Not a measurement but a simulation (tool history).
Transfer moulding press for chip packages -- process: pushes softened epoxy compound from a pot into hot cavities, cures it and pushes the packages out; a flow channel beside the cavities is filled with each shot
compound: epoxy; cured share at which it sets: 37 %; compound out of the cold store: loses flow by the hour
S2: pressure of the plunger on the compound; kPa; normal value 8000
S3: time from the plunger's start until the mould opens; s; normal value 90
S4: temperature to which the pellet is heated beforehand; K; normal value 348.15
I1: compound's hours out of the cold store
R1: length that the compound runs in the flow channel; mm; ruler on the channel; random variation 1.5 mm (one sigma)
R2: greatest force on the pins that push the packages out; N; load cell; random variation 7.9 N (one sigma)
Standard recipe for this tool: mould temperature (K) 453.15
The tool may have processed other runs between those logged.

Run 1, hour 0.0: usual settings; I1 26.0. Result: R1 693 mm, R2 365 N.
Run 2, hour 55.5: usual settings; I1 22.4. Result: R1 698 mm, R2 498 N.
At hour 85.7: cavities cleaned with cleaning compound and waxed.
At hour 144.9: plunger's sealing rings changed.
Run 3, hour 145.0: usual settings but mould temperature (K) 458.15; I1 11.7. Result: R1 722 mm, R2 478 N.
At hour 172.0: cavities cleaned with cleaning compound and waxed.
Run 4, hour 214.5: usual settings but S3 79 s; I1 17.0. Result: R1 715 mm, R2 625 N.
At hour 257.2: cavities cleaned with cleaning compound and waxed.
Run 5, hour 273.6: usual settings; I1 42.6. Result: R1 649 mm, R2 426 N.
Run 6, hour 320.0: usual settings; I1 10.0. Result: R1 727 mm, R2 566 N.
At hour 342.8: cavities cleaned with cleaning compound and waxed.
At hour 349.1: plunger's sealing rings changed.
Run 7, hour 365.2: usual settings but S3 105 s; I1 12.5. Result: R1 729 mm, R2 369 N.
At hour 400.0: mould's thermocouples calibrated.
At hour 434.3: cavities cleaned with cleaning compound and waxed.
Run 8, hour 455.8: usual settings but S2 7290 kPa; I1 31.3. Result: R1 647 mm, R2 431 N.
At hour 520.4: cavities cleaned with cleaning compound and waxed.
Run 9, hour 545.7: usual settings but S3 83 s; I1 38.7. Result: R1 657 mm, R2 524 N.
At hour 554.0: plunger's sealing rings changed.
At hour 611.1: cavities cleaned with cleaning compound and waxed.
Run 10, hour 618.9: usual settings but mould temperature (K) 446.15; I1 27.7. Result: R1 707 mm, R2 592 N.
Run 11, hour 691.3: usual settings but mould temperature (K) 461.15, S2 8870 kPa; I1 10.5. Result: R1 746 mm, R2 472 N.
At hour 701.0: cavities cleaned with cleaning compound and waxed.
Run 12, hour 735.5: usual settings but mould temperature (K) 455.15, S2 8870 kPa, S3 72 s; I1 28.3. Result: R1 712 mm, R2 671 N.
At hour 756.0: plunger's sealing rings changed.
At hour 789.4: cavities cleaned with cleaning compound and waxed.
Run 13, hour 829.3: usual settings but mould temperature (K) 456.15, S2 6040 kPa, S4 341.15 K; I1 11.4. Result: R1 627 mm, R2 456 N.
At hour 876.4: cavities cleaned with cleaning compound and waxed.
Run 14, hour 889.7: usual settings but mould temperature (K) 456.15, S2 6040 kPa, S4 341.15 K; I1 36.6. Result: R1 571 mm, R2 400 N.
Run 15, hour 933.1: usual settings but S2 7210 kPa, S3 77 s, S4 354.15 K; I1 33.9. Result: R1 631 mm, R2 699 N.
At hour 962.6: plunger's sealing rings changed.
At hour 964.1: cavities cleaned with cleaning compound and waxed.
Run 16, hour 998.1: usual settings but mould temperature (K) 452.15; I1 36.4. Result: R1 673 mm, R2 481 N.
At hour 1048.8: cavities cleaned with cleaning compound and waxed.
Run 17, hour 1052.5: usual settings but mould temperature (K) 459.15, S2 9130 kPa; I1 47.7. Result: R1 673 mm, R2 313 N.
Run 18, hour 1109.3: usual settings but mould temperature (K) 459.15, S2 9130 kPa; I1 12.3. Result: R1 755 mm, R2 449 N.

Here are 3 independent what-if runs from the current tool condition. What would each one return?
At hour 1137.6: cavities cleaned with cleaning compound and waxed.
Run A, hour 1149.7: usual settings but S2 6560 kPa, S4 341.15 K; I1 37.7. Result: R1 ?, R2 ?.
At hour 1137.6: cavities cleaned with cleaning compound and waxed.
Run B, hour 1149.7: usual settings but mould temperature (K) 447.15; I1 43.3. Result: R1 ?, R2 ?.
At hour 1137.6: cavities cleaned with cleaning compound and waxed.
Run C, hour 1149.7: usual settings but S2 7240 kPa; I1 8.1. Result: R1 ?, R2 ?.

run   R1   R2
  A  598  388
  B  658  528
  C  699  403
Stripped of hidden state, with their random variation kept, the same runs would have yielded:
run   R1   R2
  A  608  338
  B  669  464
  C  711  352
